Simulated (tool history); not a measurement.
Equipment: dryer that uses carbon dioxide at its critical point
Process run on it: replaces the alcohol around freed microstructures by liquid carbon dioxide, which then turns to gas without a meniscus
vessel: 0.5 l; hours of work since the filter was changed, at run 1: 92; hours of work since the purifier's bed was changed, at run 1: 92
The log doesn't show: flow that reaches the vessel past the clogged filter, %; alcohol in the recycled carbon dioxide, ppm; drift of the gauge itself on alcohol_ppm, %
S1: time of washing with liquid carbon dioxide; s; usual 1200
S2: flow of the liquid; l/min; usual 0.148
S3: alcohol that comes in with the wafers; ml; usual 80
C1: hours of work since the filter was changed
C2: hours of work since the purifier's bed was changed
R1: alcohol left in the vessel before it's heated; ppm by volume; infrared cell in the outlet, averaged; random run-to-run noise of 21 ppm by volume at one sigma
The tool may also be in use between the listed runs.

run 1 hour=0.0 | S1=1200 S2=0.148 S3=80 | C1=92 C2=92 | R1=1475
run 2 hour=5.9 | S1=1200 S2=0.174 S3=80 | C1=95 C2=95 | R1=627
run 3 hour=13.2 | S1=1200 S2=0.148 S3=80 | C1=99 C2=99 | R1=1493
run 4 hour=18.2 | S1=1200 S2=0.148 S3=80 | C1=101 C2=101 | R1=1506
run 5 hour=27.2 | S1=1200 S2=0.148 S3=80 | C1=105 C2=105 | R1=1545
run 6 hour=38.3 | S1=1200 S2=0.148 S3=80 | C1=110 C2=110 | R1=1561
run 7 hour=45.8 | S1=1200 S2=0.148 S3=52 | C1=114 C2=114 | R1=997
run 8 hour=53.3 | S1=1200 S2=0.148 S3=43 | C1=117 C2=117 | R1=828
run 9 hour=60.5 | S1=1200 S2=0.148 S3=43 | C1=121 C2=121 | R1=843
run 10 hour=68.6 | S1=1200 S2=0.148 S3=43 | C1=124 C2=124 | R1=848
run 11 hour=77.6 | S1=1200 S2=0.148 S3=80 | C1=129 C2=129 | R1=1579
run 12 hour=83.4 | S1=780 S2=0.148 S3=79 | C1=131 C2=131 | R1=7787
run 13 hour=91.8 | S1=780 S2=0.148 S3=79 | C1=135 C2=135 | R1=7777
run 14 hour=96.9 | S1=1200 S2=0.148 S3=32 | C1=138 C2=138 | R1=674
run 15 hour=102.2 | S1=1200 S2=0.148 S3=32 | C1=140 C2=140 | R1=628
run 16 hour=106.9 | S1=1200 S2=0.148 S3=32 | C1=142 C2=142 | R1=658
run 17 hour=112.6 | S1=1260 S2=0.148 S3=53 | C1=145 C2=145 | R1=882
run 18 hour=123.7 | S1=1200 S2=0.157 S3=51 | C1=150 C2=150 | R1=774
run 19 hour=130.7 | S1=1200 S2=0.157 S3=25 | C1=154 C2=154 | R1=410
run 20 hour=136.0 | S1=1020 S2=0.126 S3=80 | C1=156 C2=156 | R1=5807
run 21 hour=146.8 | S1=1260 S2=0.165 S3=63 | C1=161 C2=161 | R1=589
run 22 hour=156.7 | S1=1260 S2=0.165 S3=63 | C1=166 C2=166 | R1=608

Predict each of these 4 candidate next runs independently; none follows another, all start after run 22:
run A hour=165.9 | S1=1200 S2=0.137 S3=42 | C1=170 C2=170 | R1=?
run B hour=165.9 | S1=1260 S2=0.157 S3=63 | C1=170 C2=170 | R1=?
run C hour=165.9 | S1=1260 S2=0.165 S3=77 | C1=170 C2=170 | R1=?
run D hour=165.9 | S1=840 S2=0.165 S3=63 | C1=170 C2=170 | R1=?

run=A R1=1209
run=B R1=772
run=C R1=721
run=D R1=3415
Without the tool's unlogged condition, the same runs would have read:
run=A R1=989
run=B R1=594
run=C R1=548
run=D R1=2928
